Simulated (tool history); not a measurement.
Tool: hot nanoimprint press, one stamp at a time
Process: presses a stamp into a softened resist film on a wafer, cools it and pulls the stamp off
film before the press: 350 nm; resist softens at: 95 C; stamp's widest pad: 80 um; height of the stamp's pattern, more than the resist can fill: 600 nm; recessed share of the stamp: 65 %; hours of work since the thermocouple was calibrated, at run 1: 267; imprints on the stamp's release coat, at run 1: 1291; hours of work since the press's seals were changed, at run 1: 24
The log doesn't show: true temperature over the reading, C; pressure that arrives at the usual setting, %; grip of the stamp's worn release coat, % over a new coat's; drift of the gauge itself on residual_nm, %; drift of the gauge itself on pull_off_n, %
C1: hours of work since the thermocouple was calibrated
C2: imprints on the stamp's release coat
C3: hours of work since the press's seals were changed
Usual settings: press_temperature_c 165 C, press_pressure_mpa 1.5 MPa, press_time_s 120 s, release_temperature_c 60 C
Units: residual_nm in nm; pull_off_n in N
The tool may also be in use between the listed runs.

Run 1, hour 0: usual settings; C1 267; C2 1291; C3 24. Result: residual_nm 147.1 nm, pull_off_n 135 N.
Run 2, hour 18.2: usual settings; C1 280; C2 1334; C3 37. Result: residual_nm 147.6 nm, pull_off_n 138 N.
Run 3, hour 30: usual settings; C1 289; C2 1362; C3 46. Result: residual_nm 147.5 nm, pull_off_n 143 N.
Run 4, hour 51.6: usual settings but press_temperature_c 160 C; C1 304; C2 1414; C3 61. Result: residual_nm 193 nm, pull_off_n 135 N.
Run 5, hour 62.9: usual settings; C1 313; C2 1441; C3 69. Result: residual_nm 147.7 nm, pull_off_n 139 N.
At hour 82.7: plate thermocouple calibrated.
Run 6, hour 82.7: usual settings but press_time_s 105 s; C1 0; C2 1481; C3 82. Result: residual_nm 155.9 nm, pull_off_n 139 N.
Run 7, hour 104.5: usual settings but press_time_s 105 s; C1 16; C2 1533; C3 97. Result: residual_nm 156 nm, pull_off_n 139 N.
Run 8, hour 117.9: usual settings; C1 26; C2 1565; C3 107. Result: residual_nm 148.4 nm, pull_off_n 143 N.
Run 9, hour 134.6: usual settings; C1 38; C2 1605; C3 119. Result: residual_nm 148.6 nm, pull_off_n 138 N.
Run 10, hour 149.1: usual settings but press_time_s 191 s; C1 48; C2 1640; C3 130. Result: residual_nm 123 nm, pull_off_n 137 N.
Run 11, hour 171.9: usual settings but release_temperature_c 48 C; C1 65; C2 1694; C3 146. Result: residual_nm 148.9 nm, pull_off_n 149 N.
Run 12, hour 184.5: usual settings; C1 74; C2 1724; C3 155. Result: residual_nm 148.4 nm, pull_off_n 139 N.
Run 13, hour 203.5: usual settings; C1 88; C2 1770; C3 169. Result: residual_nm 148.8 nm, pull_off_n 145 N.
Run 14, hour 216.6: usual settings but press_time_s 180 s; C1 97; C2 1801; C3 179. Result: residual_nm 126.7 nm, pull_off_n 144 N.
At hour 227.4: stamp cleaned and given a new release coat.
Run 15, hour 235.4: usual settings but press_time_s 180 s; C1 106; C2 19; C3 188. Result: residual_nm 126.4 nm, pull_off_n 137 N.
Run 16, hour 253.3: usual settings but press_temperature_c 162 C, press_pressure_mpa 1.17 MPa, press_time_s 127 s, release_temperature_c 64 C; C1 119; C2 62; C3 201. Result: residual_nm 189.8 nm, pull_off_n 130 N.
Run 17, hour 276.5: usual settings but press_pressure_mpa 1.51 MPa, release_temperature_c 67 C; C1 136; C2 117; C3 218. Result: residual_nm 149.1 nm, pull_off_n 128 N.
Run 18, hour 299.4: usual settings but press_temperature_c 175 C; C1 153; C2 172; C3 234. Result: residual_nm 86.7 nm, pull_off_n 134 N.
Run 19, hour 313: usual settings but press_temperature_c 175 C; C1 163; C2 204; C3 244. Result: residual_nm 87.2 nm, pull_off_n 132 N.
Run 20, hour 328.4: usual settings but press_temperature_c 171 C, press_pressure_mpa 1.55 MPa; C1 174; C2 241; C3 255. Result: residual_nm 106.5 nm, pull_off_n 134 N.
Run 21, hour 340.2: usual settings but press_temperature_c 171 C, press_pressure_mpa 1.55 MPa; C1 182; C2 269; C3 264. Result: residual_nm 106 nm, pull_off_n 132 N.
Run 22, hour 350.3: usual settings but press_temperature_c 171 C, press_pressure_mpa 1.55 MPa, release_temperature_c 53 C; C1 190; C2 293; C3 271. Result: residual_nm 106.3 nm, pull_off_n 142 N.
Run 23, hour 365.8: usual settings but press_temperature_c 171 C, press_pressure_mpa 1.55 MPa, release_temperature_c 53 C; C1 201; C2 330; C3 283. Result: residual_nm 106 nm, pull_off_n 144 N.
Run 24, hour 388.9: usual settings but press_temperature_c 176 C, press_pressure_mpa 1.55 MPa, press_time_s 61 s, release_temperature_c 53 C; C1 218; C2 386; C3 299. Result: residual_nm 109.3 nm, pull_off_n 140 N.
At hour 404.5: gauge calibrated.
Run 25, hour 410.7: usual settings but press_time_s 182 s; C1 233; C2 437; C3 315. Result: residual_nm 124.5 nm, pull_off_n 138 N.
Run 26, hour 430.2: usual settings but press_time_s 182 s; C1 248; C2 484; C3 329. Result: residual_nm 124.7 nm, pull_off_n 138 N.

5 ways to go on from here, each from the tool as it stands after run 26. What would each give?
Run A, hour 454.6: usual settings but press_time_s 116 s; C1 265; C2 542; C3 347. Result: residual_nm ?, pull_off_n ?.
Run B, hour 454.6: usual settings but press_pressure_mpa 1.1 MPa, press_time_s 234 s; C1 265; C2 542; C3 347. Result: residual_nm ?, pull_off_n ?.
Run C, hour 454.6: usual settings but press_temperature_c 176 C, press_time_s 182 s, release_temperature_c 53 C; C1 265; C2 542; C3 347. Result: residual_nm ?, pull_off_n ?.
Run D, hour 454.6: usual settings but press_temperature_c 168 C, press_time_s 119 s; C1 265; C2 542; C3 347. Result: residual_nm ?, pull_off_n ?.
Run E, hour 454.6: usual settings but press_temperature_c 160 C, press_pressure_mpa 1.11 MPa, press_time_s 182 s, release_temperature_c 53 C; C1 265; C2 542; C3 347. Result: residual_nm ?, pull_off_n ?.

run  residual_nm  pull_off_n
  A        149.4         133
  B        130.1         135
  C         67.4         142
  D        125.5         138
  E        187.5         144
Without the tool's hidden state the same runs would have given:
run  residual_nm  pull_off_n
  A        149.1         132
  B        129.9         134
  C         67.3         141
  D        125.3         137
  E        187.2         143
